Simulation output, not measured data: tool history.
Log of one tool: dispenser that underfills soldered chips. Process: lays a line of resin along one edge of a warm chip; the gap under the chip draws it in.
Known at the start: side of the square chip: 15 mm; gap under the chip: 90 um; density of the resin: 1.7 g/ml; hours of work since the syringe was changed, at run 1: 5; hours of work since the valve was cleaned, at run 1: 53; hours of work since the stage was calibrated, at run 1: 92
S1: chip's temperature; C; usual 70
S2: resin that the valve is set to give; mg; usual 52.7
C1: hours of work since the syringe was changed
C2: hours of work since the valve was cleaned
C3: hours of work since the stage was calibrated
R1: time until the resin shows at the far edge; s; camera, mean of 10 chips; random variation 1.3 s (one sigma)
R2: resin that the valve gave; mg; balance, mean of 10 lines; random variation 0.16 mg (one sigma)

run	hour	S1	S2	C1	C2	C3	R1	R2
1	0	70	52.7	5	53	92	188.1	51.16
2	4.2	59	52.7	8	56	95	408.7	51.39
# hour 4.9: new syringe of resin
3	10.1	59	52.7	4	60	99	299.5	51.36
# hour 15.8: new syringe of resin
4	16.2	70	52.7	0	65	104	128.8	50.98
5	20.8	70	68.5	4	68	107	172.5	66.56
# hour 26.8: new syringe of resin
6	26.9	70	56.3	0	73	112	124.3	54.64
7	30	70	52.7	2	75	114	152.9	51.25
8	33.9	70	52.7	5	78	117	196.4	51.27
9	37.1	70	52.7	8	80	119	235.5	51.01
# hour 37.9: new syringe of resin
10	40.1	70	52.7	2	82	121	140.9	50.72
11	45	70	52.7	5	86	125	190.9	50.96
# hour 48.7: new syringe of resin
12	50.9	70	52.7	2	90	129	144.7	50.77
13	56.2	61	53.4	6	94	133	304.1	51.46
# hour 59.6: new syringe of resin
14	61.2	61	53.4	1	97	137	211.2	51.21
15	65	57	65.9	4	100	139	310.3	63.27
16	67.5	57	65.9	6	102	141	366.6	63.35
# hour 70.6: new syringe of resin
17	71	71	52.6	0	105	144	122.3	50.44
18	73.6	76	59.7	2	106	146	111.3	57.15
19	78.9	61	63.7	6	110	150	309.1	60.82
# hour 81.3: new syringe of resin
20	83.4	61	63.7	2	114	153	208.1	60.97
# hour 87.2: dispensing valve cleaned and set on the balance
21	89.7	61	63.7	5	2	157	286.2	63.7
# hour 93.3: new syringe of resin
22	94.8	61	63.7	1	5	160	202.7	63.72
23	100	64	66.1	5	9	164	240	65.8
# hour 104.2: new syringe of resin
24	105.1	70	47.5	1	13	168	133.4	47.38

4 ways to go on from here, each from the tool as it stands after run 24. What would each give?
A	108.7	65	50.7	3	16	170	?	?
B	108.7	68	52.1	3	16	170	?	?
C	108.7	70	67.8	3	16	170	?	?
D	108.7	70	55.3	3	16	170	?	?

run	R1	R2
A	209.1	50.4
B	179.4	51.66
C	162.6	67.43
D	160.6	54.88
Without the tool's hidden state the same runs would have given:
run	R1	R2
A	166.5	50.68
B	142.8	51.94
C	129.4	67.8
D	127.8	55.17
